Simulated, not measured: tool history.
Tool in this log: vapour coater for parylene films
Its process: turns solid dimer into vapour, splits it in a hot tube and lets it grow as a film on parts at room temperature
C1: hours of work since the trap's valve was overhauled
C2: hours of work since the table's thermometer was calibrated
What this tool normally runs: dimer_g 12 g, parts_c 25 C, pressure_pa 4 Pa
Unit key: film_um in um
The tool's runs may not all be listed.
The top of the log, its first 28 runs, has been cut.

{"run": 29, "hour": 497.2, "dimer_g": 22, "parts_c": 21, "pressure_pa": 2.23, "C1": 61, "C2": 665, "film_um": 10.71}
{"run": 30, "hour": 512.5, "dimer_g": 12, "parts_c": 21, "pressure_pa": 2.23, "C1": 69, "C2": 673, "film_um": 5.81}
{"run": 31, "hour": 529.4, "dimer_g": 22, "parts_c": 33, "pressure_pa": 9.6, "C1": 77, "C2": 681, "film_um": 6.07}
{"run": 32, "hour": 540.2, "dimer_g": 22, "parts_c": 33, "pressure_pa": 9.6, "C1": 82, "C2": 687, "film_um": 6.11}
{"run": 33, "hour": 558.0, "dimer_g": 22, "parts_c": 33, "pressure_pa": 9.6, "C1": 91, "C2": 696, "film_um": 6.07}
{"run": 34, "hour": 573.9, "dimer_g": 12, "parts_c": 25, "pressure_pa": 9.59, "C1": 99, "C2": 704, "film_um": 4.15}
{"run": 35, "hour": 595.0, "dimer_g": 12, "parts_c": 20, "pressure_pa": 2.67, "C1": 110, "C2": 714, "film_um": 5.74}
{"run": 36, "hour": 613.8, "dimer_g": 12, "parts_c": 20, "pressure_pa": 2.67, "C1": 120, "C2": 724, "film_um": 5.73}
{"run": 37, "hour": 635.6, "dimer_g": 11, "parts_c": 25, "pressure_pa": 5.13, "C1": 130, "C2": 735, "film_um": 4.18}
{"run": 38, "hour": 654.6, "dimer_g": 11, "parts_c": 22, "pressure_pa": 8.1, "C1": 140, "C2": 744, "film_um": 4.18}
{"run": 39, "hour": 674.7, "dimer_g": 6, "parts_c": 25, "pressure_pa": 4, "C1": 150, "C2": 754, "film_um": 2.36}
{"run": 40, "hour": 699.6, "dimer_g": 10, "parts_c": 23, "pressure_pa": 2.26, "C1": 163, "C2": 767, "film_um": 4.59}
{"run": 41, "hour": 711.4, "dimer_g": 13, "parts_c": 25, "pressure_pa": 11.72, "C1": 169, "C2": 773, "film_um": 4.3}
{"run": 42, "hour": 729.2, "dimer_g": 7, "parts_c": 32, "pressure_pa": 4, "C1": 178, "C2": 782, "film_um": 2.23}
{"run": 43, "hour": 752.2, "dimer_g": 7, "parts_c": 32, "pressure_pa": 4, "C1": 189, "C2": 793, "film_um": 2.24}
{"run": 44, "hour": 775.3, "dimer_g": 6, "parts_c": 31, "pressure_pa": 4, "C1": 201, "C2": 805, "film_um": 2.03}
{"run": 45, "hour": 794.1, "dimer_g": 6, "parts_c": 31, "pressure_pa": 4, "C1": 210, "C2": 815, "film_um": 1.95}
{"run": 46, "hour": 815.5, "dimer_g": 6, "parts_c": 31, "pressure_pa": 4, "C1": 221, "C2": 825, "film_um": 1.99}

3 ways to go on from here, each from the tool as it stands after run 46. What would each give?
{"run": "A", "hour": 830.6, "dimer_g": 12, "parts_c": 18, "pressure_pa": 6.57, "C1": 229, "C2": 833, "film_um": "?"}
{"run": "B", "hour": 830.6, "dimer_g": 12, "parts_c": 25, "pressure_pa": 4.62, "C1": 229, "C2": 833, "film_um": "?"}
{"run": "C", "hour": 830.6, "dimer_g": 7, "parts_c": 36, "pressure_pa": 3.63, "C1": 229, "C2": 833, "film_um": "?"}

run=A film_um=5.15
run=B film_um=4.49
run=C film_um=2.1
Take away the tool's hidden state, keep each run's random variation, and the runs would have read:
run=A film_um=5.25
run=B film_um=4.58
run=C film_um=2.14
